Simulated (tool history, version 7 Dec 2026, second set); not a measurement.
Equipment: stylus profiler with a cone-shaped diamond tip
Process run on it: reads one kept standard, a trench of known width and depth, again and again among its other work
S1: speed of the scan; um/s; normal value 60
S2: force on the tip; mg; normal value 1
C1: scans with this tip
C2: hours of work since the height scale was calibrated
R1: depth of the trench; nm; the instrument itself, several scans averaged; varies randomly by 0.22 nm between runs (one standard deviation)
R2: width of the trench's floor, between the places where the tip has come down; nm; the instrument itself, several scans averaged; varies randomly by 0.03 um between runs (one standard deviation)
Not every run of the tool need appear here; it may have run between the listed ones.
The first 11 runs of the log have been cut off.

Run 12, hour 339.6: usual settings; C1 10725; C2 1024. Result: R1 999.49 nm, R2 40820 nm.
Run 13, hour 360.4: usual settings; C1 10872; C2 1038. Result: R1 999.11 nm, R2 40820 nm.
Run 14, hour 392.6: usual settings but S1 41 um/s; C1 11100; C2 1060. Result: R1 999.25 nm, R2 40820 nm.
Run 15, hour 421.3: usual settings; C1 11304; C2 1079. Result: R1 999.15 nm, R2 40740 nm.
Run 16, hour 464.4: usual settings; C1 11609; C2 1108. Result: R1 998.6 nm, R2 40570 nm.
Run 17, hour 491.4: usual settings but S1 131 um/s; C1 11801; C2 1127. Result: R1 998.94 nm, R2 40280 nm.
Run 18, hour 525.9: usual settings; C1 12045; C2 1150. Result: R1 998.24 nm, R2 40530 nm.
Run 19, hour 547.7: usual settings; C1 12199; C2 1165. Result: R1 999.13 nm, R2 40450 nm.
Run 20, hour 574.3: usual settings but S2 0.88 mg; C1 12388; C2 1183. Result: R1 998.72 nm, R2 40400 nm.
Run 21, hour 604.8: usual settings but S2 0.88 mg; C1 12604; C2 1203. Result: R1 998.07 nm, R2 40420 nm.
At hour 607.1: height scale calibrated on a step standard.
Run 22, hour 634.6: usual settings but S2 0.88 mg; C1 12811; C2 19. Result: R1 996.68 nm, R2 40320 nm.
Run 23, hour 666.7: usual settings but S2 0.88 mg; C1 13039; C2 40. Result: R1 996.53 nm, R2 40290 nm.
Run 24, hour 698.9: usual settings but S2 0.88 mg; C1 13268; C2 62. Result: R1 996.81 nm, R2 40270 nm.
Run 25, hour 740.1: usual settings but S1 16 um/s, S2 0.5 mg; C1 13559; C2 90. Result: R1 995.2 nm, R2 40380 nm.

Expected results for the next run?
Run 26, hour 766.4: usual settings but S1 16 um/s, S2 0.5 mg; C1 13746; C2 108. Result: R1 ?, R2 ?.

{"run 26": {"R1": 995.55, "R2": 40330}}
With no hidden state in the tool, this same run would have given R1 1002.16 nm, R2 43880 nm.
